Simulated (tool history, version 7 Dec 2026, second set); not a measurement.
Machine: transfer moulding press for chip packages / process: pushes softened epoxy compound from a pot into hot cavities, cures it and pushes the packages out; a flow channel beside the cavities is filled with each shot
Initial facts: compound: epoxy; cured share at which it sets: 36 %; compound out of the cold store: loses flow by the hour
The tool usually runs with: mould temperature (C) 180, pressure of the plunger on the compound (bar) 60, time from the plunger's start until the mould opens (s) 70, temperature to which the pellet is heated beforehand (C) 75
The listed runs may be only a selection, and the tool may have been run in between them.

run	day	mould temperature (C)	pressure of the plunger on the compound (bar)	time from the plunger's start until the mould opens (s)	temperature to which the pellet is heated beforehand (C)	incoming compound's hours out of the cold store	length that the compound runs in the flow channel (mm)	greatest force on the pins that push the packages out (N)
1	0	180	60	70	75	17	538	500
# day 0.425: cavities cleaned with cleaning compound and waxed
2	0.462	177	60	70	75	26.7	513	494
3	0.633	177	60	70	75	37	484	499
4	0.804	177	60	70	75	44	467	521
5	1.104	177	60	70	75	10.7	562	616
# day 1.508: cavities cleaned with cleaning compound and waxed
6	1.508	177	60	70	75	15.1	547	475
7	1.888	180	60	71	75	14	544	474
8	2.054	180	60	71	75	11.2	553	502
9	2.438	180	60	70	75	19.9	526	518
# day 2.612: cavities cleaned with cleaning compound and waxed
10	2.771	180	60	70	75	10.3	555	461
11	2.983	175	60	70	75	46.1	462	603
12	3.338	180	60	70	75	15.6	538	523
# day 3.688: cavities cleaned with cleaning compound and waxed
13	3.696	180	60	70	70	41.2	466	406
14	4.096	180	60	70	70	14.7	538	477
15	4.288	180	60	70	70	19.7	523	488
# day 4.492: plunger's sealing rings changed
16	4.783	188	58.9	70	78	43.3	452	459
# day 4.879: cavities cleaned with cleaning compound and waxed
17	5.092	177	72.8	51	73	8	637	1153
18	5.267	183	60	70	66	15.8	538	441
19	5.571	183	60	70	81	36.3	481	442
20	5.8	183	60	70	81	40.2	471	459
# day 5.967: cavities cleaned with cleaning compound and waxed
21	6.104	183	60	70	81	26.7	506	415
22	6.354	180	53.6	70	75	37.5	454	440
23	6.725	180	53.6	70	75	12.8	522	523
# day 7.05: cavities cleaned with cleaning compound and waxed
24	7.179	179	74.7	52	83	40.6	530	774
25	7.479	180	51.1	70	75	31	460	471
26	7.658	180	51.1	70	75	19.3	491	499
27	8.033	182	62.3	70	73	14.4	551	506
# day 8.133: cavities cleaned with cleaning compound and waxed
28	8.288	182	49.6	70	74	26.8	459	416
29	8.483	180	60	70	75	26.7	509	444

3 options for the next run, each taken on its own from the tool as it stands now. Forecast them:
A	8.679	180	60	69	75	37.5	?	?
B	8.679	180	60	70	82	10.1	?	?
C	8.679	180	68.3	70	75	45.3	?	?

run	length that the compound runs in the flow channel (mm)	greatest force on the pins that push the packages out (N)
A	478	496
B	558	492
C	488	474
With no hidden state in the tool, these same runs would have given:
run	length that the compound runs in the flow channel (mm)	greatest force on the pins that push the packages out (N)
A	486	434
B	567	431
C	496	413
